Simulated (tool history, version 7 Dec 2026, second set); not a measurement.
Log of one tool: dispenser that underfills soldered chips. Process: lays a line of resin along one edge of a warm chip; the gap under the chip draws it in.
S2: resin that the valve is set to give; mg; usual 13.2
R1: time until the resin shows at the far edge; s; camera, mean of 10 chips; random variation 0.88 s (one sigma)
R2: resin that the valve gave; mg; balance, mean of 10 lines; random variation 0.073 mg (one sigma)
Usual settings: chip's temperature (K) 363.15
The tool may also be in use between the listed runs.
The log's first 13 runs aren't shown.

At hour 123.9: new syringe of resin.
Run 14, hour 130.7: usual settings but chip's temperature (K) 348.15. Result: R1 198.4 s, R2 12.73 mg.
At hour 134.1: new syringe of resin.
Run 15, hour 138.6: usual settings but chip's temperature (K) 348.15. Result: R1 178.7 s, R2 12.74 mg.
At hour 144.4: new syringe of resin.
Run 16, hour 144.4: usual settings. Result: R1 86.4 s, R2 12.62 mg.
At hour 154.6: new syringe of resin.
Run 17, hour 155.6: usual settings. Result: R1 91.0 s, R2 12.34 mg.
At hour 164.3: new syringe of resin.
Run 18, hour 165.6: usual settings but S2 14.4 mg. Result: R1 90.8 s, R2 13.60 mg.
Run 19, hour 173.2: usual settings but chip's temperature (K) 368.15, S2 15.1 mg. Result: R1 108.1 s, R2 14.18 mg.
At hour 174.1: new syringe of resin.
At hour 183.8: new syringe of resin.
Run 20, hour 184.9: usual settings but chip's temperature (K) 367.15, S2 14.2 mg. Result: R1 81.0 s, R2 13.34 mg.
At hour 193.5: new syringe of resin.
Run 21, hour 194.7: usual settings but chip's temperature (K) 367.15, S2 14.2 mg. Result: R1 80.4 s, R2 13.19 mg.
At hour 203.3: new syringe of resin.
Run 22, hour 203.3: usual settings but chip's temperature (K) 362.15, S2 14.2 mg. Result: R1 93.0 s, R2 12.96 mg.
At hour 213.5: new syringe of resin.
Run 23, hour 214.1: usual settings but chip's temperature (K) 369.15. Result: R1 75.2 s, R2 11.94 mg.
Run 24, hour 219.8: usual settings but chip's temperature (K) 369.15. Result: R1 97.2 s, R2 11.87 mg.
At hour 223.7: new syringe of resin.
Run 25, hour 230.6: usual settings but chip's temperature (K) 376.15, S2 13.4 mg. Result: R1 80.0 s, R2 12.03 mg.
At hour 233.5: new syringe of resin.
Run 26, hour 241.2: usual settings but chip's temperature (K) 376.15, S2 13.4 mg. Result: R1 82.7 s, R2 12.15 mg.
At hour 243.3: new syringe of resin.
Run 27, hour 247.2: usual settings but chip's temperature (K) 360.15, S2 17.2 mg. Result: R1 112.3 s, R2 15.39 mg.
At hour 253.5: new syringe of resin.
Run 28, hour 257.6: usual settings but chip's temperature (K) 367.15, S2 15.8 mg. Result: R1 90.1 s, R2 14.05 mg.
At hour 263.8: new syringe of resin.
Run 29, hour 267.9: usual settings but chip's temperature (K) 367.15, S2 15.8 mg. Result: R1 91.0 s, R2 13.94 mg.
At hour 273.7: new syringe of resin.
Run 30, hour 275.6: usual settings but chip's temperature (K) 367.15, S2 15.8 mg. Result: R1 84.0 s, R2 14.02 mg.
At hour 283.4: new syringe of resin.
At hour 284.4: dispensing valve cleaned and set on the balance.
Run 31, hour 286.2: usual settings but chip's temperature (K) 373.15, S2 16.6 mg. Result: R1 69.5 s, R2 16.62 mg.
At hour 294.1: new syringe of resin.
Run 32, hour 295.1: usual settings but chip's temperature (K) 365.15, S2 12.2 mg. Result: R1 87.4 s, R2 12.10 mg.
Run 33, hour 299.9: usual settings but chip's temperature (K) 365.15, S2 12.2 mg. Result: R1 106.8 s, R2 12.03 mg.

3 ways to go on from here, each from the tool as it stands after run 33. What would each give?
At hour 303.9: new syringe of resin.
Run A, hour 305.7: usual settings but chip's temperature (K) 373.15, S2 15.9 mg. Result: R1 ?, R2 ?.
At hour 303.9: new syringe of resin.
Run B, hour 305.7: usual settings but chip's temperature (K) 367.15, S2 13.1 mg. Result: R1 ?, R2 ?.
At hour 303.9: new syringe of resin.
Run C, hour 305.7: usual settings but chip's temperature (K) 371.15, S2 15.0 mg. Result: R1 ?, R2 ?.

run    R1     R2
  A  67.6  15.72
  B  83.6  12.79
  C  72.2  14.76
Without the tool's hidden state the same runs would have given:
run    R1     R2
  A  58.9  15.96
  B  72.6  12.99
  C  62.9  14.99
